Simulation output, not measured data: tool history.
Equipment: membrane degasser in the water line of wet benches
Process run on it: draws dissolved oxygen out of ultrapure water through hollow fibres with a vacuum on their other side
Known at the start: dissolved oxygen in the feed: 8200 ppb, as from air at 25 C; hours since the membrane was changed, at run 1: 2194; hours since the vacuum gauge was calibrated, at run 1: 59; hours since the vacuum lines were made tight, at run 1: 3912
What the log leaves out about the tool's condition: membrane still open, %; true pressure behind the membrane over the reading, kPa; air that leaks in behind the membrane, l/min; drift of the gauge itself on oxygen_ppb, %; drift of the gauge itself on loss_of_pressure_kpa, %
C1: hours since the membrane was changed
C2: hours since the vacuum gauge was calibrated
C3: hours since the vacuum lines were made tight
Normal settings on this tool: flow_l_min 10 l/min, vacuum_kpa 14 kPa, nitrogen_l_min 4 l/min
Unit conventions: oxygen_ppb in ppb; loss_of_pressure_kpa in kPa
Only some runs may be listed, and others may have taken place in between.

run 1 hour=0 | flow_l_min=10 vacuum_kpa=14 nitrogen_l_min=4 | C1=2194 C2=59 C3=3912 | oxygen_ppb=99 loss_of_pressure_kpa=64.25
run 2 hour=55.3 | flow_l_min=10 vacuum_kpa=14 nitrogen_l_min=4 | C1=2249 C2=114 C3=3967 | oxygen_ppb=100.2 loss_of_pressure_kpa=64.93
run 3 hour=88.4 | flow_l_min=10 vacuum_kpa=14 nitrogen_l_min=4 | C1=2282 C2=147 C3=4000 | oxygen_ppb=99.5 loss_of_pressure_kpa=64.27
run 4 hour=151 | flow_l_min=10 vacuum_kpa=14 nitrogen_l_min=4 | C1=2345 C2=210 C3=4063 | oxygen_ppb=100 loss_of_pressure_kpa=65.14
run 5 hour=200.4 | flow_l_min=10 vacuum_kpa=14 nitrogen_l_min=4 | C1=2394 C2=259 C3=4112 | oxygen_ppb=101.3 loss_of_pressure_kpa=64.63
run 6 hour=246.5 | flow_l_min=10 vacuum_kpa=14 nitrogen_l_min=4 | C1=2440 C2=306 C3=4158 | oxygen_ppb=101.2 loss_of_pressure_kpa=64.64
run 7 hour=283.3 | flow_l_min=10 vacuum_kpa=14 nitrogen_l_min=4 | C1=2477 C2=342 C3=4195 | oxygen_ppb=101.1 loss_of_pressure_kpa=64.35
run 8 hour=346.4 | flow_l_min=10 vacuum_kpa=14 nitrogen_l_min=4 | C1=2540 C2=405 C3=4258 | oxygen_ppb=99.5 loss_of_pressure_kpa=64.78
run 9 hour=398.1 | flow_l_min=10 vacuum_kpa=14 nitrogen_l_min=4 | C1=2592 C2=457 C3=4310 | oxygen_ppb=98.9 loss_of_pressure_kpa=64.33
run 10 hour=434.5 | flow_l_min=10 vacuum_kpa=10.3 nitrogen_l_min=7.83 | C1=2628 C2=494 C3=4346 | oxygen_ppb=55.5 loss_of_pressure_kpa=64.6
-- hour=440.9 vacuum gauge calibrated
run 11 hour=475.3 | flow_l_min=11 vacuum_kpa=10.3 nitrogen_l_min=5.24 | C1=2669 C2=34 C3=4386 | oxygen_ppb=79.4 loss_of_pressure_kpa=71.33
run 12 hour=526.8 | flow_l_min=11 vacuum_kpa=10.3 nitrogen_l_min=5.24 | C1=2720 C2=86 C3=4438 | oxygen_ppb=79.8 loss_of_pressure_kpa=71.11
run 13 hour=576.1 | flow_l_min=11 vacuum_kpa=10.3 nitrogen_l_min=5.24 | C1=2770 C2=135 C3=4487 | oxygen_ppb=80.2 loss_of_pressure_kpa=70.81
run 14 hour=643.5 | flow_l_min=12 vacuum_kpa=13.7 nitrogen_l_min=8.51 | C1=2837 C2=203 C3=4555 | oxygen_ppb=88.8 loss_of_pressure_kpa=77.37
run 15 hour=674.9 | flow_l_min=10 vacuum_kpa=21.4 nitrogen_l_min=3.93 | C1=2868 C2=234 C3=4586 | oxygen_ppb=146.5 loss_of_pressure_kpa=64.67
run 16 hour=720.5 | flow_l_min=13 vacuum_kpa=25.6 nitrogen_l_min=3.93 | C1=2914 C2=280 C3=4632 | oxygen_ppb=243.3 loss_of_pressure_kpa=84.26
run 17 hour=770.7 | flow_l_min=10 vacuum_kpa=14 nitrogen_l_min=1.65 | C1=2964 C2=330 C3=4682 | oxygen_ppb=188.8 loss_of_pressure_kpa=64.53

3 options for the next run, each taken on its own from the tool as it stands now. Forecast them:
-- hour=785.7 vacuum gauge calibrated, once more
run A hour=808.6 | flow_l_min=10 vacuum_kpa=12 nitrogen_l_min=4.04 | C1=3002 C2=23 C3=4719 | oxygen_ppb=? loss_of_pressure_kpa=?
-- hour=785.7 vacuum gauge calibrated, once more
run B hour=808.6 | flow_l_min=15 vacuum_kpa=19.1 nitrogen_l_min=4.35 | C1=3002 C2=23 C3=4719 | oxygen_ppb=? loss_of_pressure_kpa=?
-- hour=785.7 vacuum gauge calibrated, once more
run C hour=808.6 | flow_l_min=12 vacuum_kpa=14 nitrogen_l_min=4 | C1=3002 C2=23 C3=4719 | oxygen_ppb=? loss_of_pressure_kpa=?

run=A oxygen_ppb=87.5 loss_of_pressure_kpa=64.41
run=B oxygen_ppb=216.7 loss_of_pressure_kpa=97.17
run=C oxygen_ppb=130 loss_of_pressure_kpa=77.75
Had the tool no hidden state, the same runs would have come out as:
run=A oxygen_ppb=84.2 loss_of_pressure_kpa=63.57
run=B oxygen_ppb=210.2 loss_of_pressure_kpa=95.89
run=C oxygen_ppb=125.5 loss_of_pressure_kpa=76.73

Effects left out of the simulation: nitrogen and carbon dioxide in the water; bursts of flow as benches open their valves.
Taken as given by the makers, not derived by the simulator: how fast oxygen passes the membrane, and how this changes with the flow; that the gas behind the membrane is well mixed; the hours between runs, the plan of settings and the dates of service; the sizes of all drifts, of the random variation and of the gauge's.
